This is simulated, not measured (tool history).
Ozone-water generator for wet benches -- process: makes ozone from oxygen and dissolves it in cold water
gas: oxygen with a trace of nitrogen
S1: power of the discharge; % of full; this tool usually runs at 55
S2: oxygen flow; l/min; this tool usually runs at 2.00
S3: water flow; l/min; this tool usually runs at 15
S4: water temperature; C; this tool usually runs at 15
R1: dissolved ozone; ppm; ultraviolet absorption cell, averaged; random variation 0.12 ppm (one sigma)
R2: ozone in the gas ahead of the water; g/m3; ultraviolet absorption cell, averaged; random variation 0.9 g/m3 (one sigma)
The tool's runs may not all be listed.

run	hour	S1	S2	S3	S4	R1	R2
1	0.0	55	2.00	15	15	11.5	144.7
2	109.1	55	2.39	15	15	12.3	133.7
3	159.0	55	2.39	15	15	12.2	133.9
4	248.0	55	2.00	15	11	11.9	142.9
5	352.9	55	2.00	15	7	12.6	143.0
6	443.3	55	2.00	15	7	12.2	142.0
7	546.0	55	2.00	15	7	12.1	144.1
8	600.4	55	2.00	15	7	12.5	144.0
9	664.4	55	2.00	15	7	12.1	142.9
10	748.7	55	2.00	15	7	12.1	142.0
11	826.6	55	2.00	15	7	12.2	141.4
12	889.8	55	1.22	15	7	9.9	172.1
13	984.9	55	1.22	15	7	9.8	172.9
14	1077.6	55	1.22	15	7	9.9	171.0
15	1153.1	55	1.22	15	7	9.8	170.0
16	1253.1	55	1.22	15	7	9.9	173.1
17	1317.4	55	2.00	20	15	8.2	141.2
18	1364.2	55	1.68	17	15	9.3	151.1
19	1440.5	55	1.68	17	15	9.2	149.0
20	1525.0	59	1.61	22	15	7.1	160.6
21	1598.4	66	1.88	15	13	12.4	161.7
22	1687.8	83	2.43	10	16	21.4	169.6
23	1793.0	96	1.04	20	9	9.4	259.8
24	1898.7	50	1.04	20	9	6.1	172.3
25	1967.7	50	1.04	20	9	5.8	170.5
26	2049.1	77	1.06	21	10	7.6	221.6
27	2109.6	50	1.06	17	10	7.0	168.3
28	2157.4	55	1.30	16	15	8.8	163.7
29	2241.5	55	1.09	16	15	8.1	176.5
30	2315.0	55	2.00	12	14	13.4	138.4
31	2389.5	55	1.49	10	15	14.4	155.4
32	2462.8	55	1.49	10	15	14.3	154.7
33	2556.1	55	1.49	10	15	14.6	154.4

Forecast each of these 3 alternatives for the next run:
A	2616.8	55	2.99	15	15	?	?
B	2616.8	44	2.00	10	15	?	?
C	2616.8	66	2.05	18	15	?	?

run	R1	R2
A	12.0	118.0
B	13.6	118.1
C	10.1	153.2
What these runs would have given with no unlogged condition in the tool:
run	R1	R2
A	13.4	128.0
B	14.8	126.2
C	11.4	168.1
